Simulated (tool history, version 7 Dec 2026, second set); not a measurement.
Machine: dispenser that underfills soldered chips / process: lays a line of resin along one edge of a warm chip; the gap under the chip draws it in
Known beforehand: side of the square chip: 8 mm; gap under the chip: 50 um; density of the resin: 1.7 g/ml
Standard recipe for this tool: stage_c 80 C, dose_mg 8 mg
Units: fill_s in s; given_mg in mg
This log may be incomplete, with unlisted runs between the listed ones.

run 1 hour=0 | stage_c=80 dose_mg=8 | fill_s=48.1 given_mg=7.87
-- hour=4.6 new syringe of resin
run 2 hour=5.1 | stage_c=80 dose_mg=8 | fill_s=34.4 given_mg=7.95
run 3 hour=8.5 | stage_c=80 dose_mg=8 | fill_s=40.9 given_mg=7.88
run 4 hour=12.8 | stage_c=92 dose_mg=8 | fill_s=33.6 given_mg=7.82
run 5 hour=15.6 | stage_c=80 dose_mg=9.65 | fill_s=53.9 given_mg=9.51
-- hour=16.3 new syringe of resin
run 6 hour=18.1 | stage_c=80 dose_mg=9.65 | fill_s=35.1 given_mg=9.45
run 7 hour=22.7 | stage_c=80 dose_mg=8 | fill_s=45.6 given_mg=7.8
run 8 hour=25.7 | stage_c=80 dose_mg=8 | fill_s=50.4 given_mg=7.88
-- hour=28 new syringe of resin
run 9 hour=30.8 | stage_c=94 dose_mg=10.04 | fill_s=24.5 given_mg=9.82
run 10 hour=34.2 | stage_c=94 dose_mg=10.04 | fill_s=28.4 given_mg=9.76
run 11 hour=39.1 | stage_c=94 dose_mg=10.04 | fill_s=34.3 given_mg=9.77
-- hour=39.7 new syringe of resin
run 12 hour=44.2 | stage_c=90 dose_mg=8.29 | fill_s=30.4 given_mg=8.13
run 13 hour=48.7 | stage_c=90 dose_mg=8.29 | fill_s=36.1 given_mg=8.08
-- hour=51.4 new syringe of resin
run 14 hour=52.3 | stage_c=88 dose_mg=7.88 | fill_s=27.5 given_mg=7.65
run 15 hour=54.8 | stage_c=88 dose_mg=8.96 | fill_s=30.1 given_mg=8.74

Here are 5 independent what-if runs from the current tool condition. What would each one return?
run A hour=58.3 | stage_c=92 dose_mg=8.64 | fill_s=? given_mg=?
run B hour=58.3 | stage_c=88 dose_mg=9.68 | fill_s=? given_mg=?
run C hour=58.3 | stage_c=75 dose_mg=8 | fill_s=? given_mg=?
run D hour=58.3 | stage_c=88 dose_mg=7.18 | fill_s=? given_mg=?
run E hour=58.3 | stage_c=87 dose_mg=8.89 | fill_s=? given_mg=?

run=A fill_s=31.1 given_mg=8.31
run=B fill_s=35 given_mg=9.45
run=C fill_s=55.3 given_mg=7.75
run=D fill_s=36.3 given_mg=6.96
run=E fill_s=36.3 given_mg=8.64
Without the tool's hidden state the same runs would have given:
run=A fill_s=23.1 given_mg=8.55
run=B fill_s=26.1 given_mg=9.72
run=C fill_s=41.2 given_mg=7.97
run=D fill_s=26.8 given_mg=7.16
run=E fill_s=27 given_mg=8.89
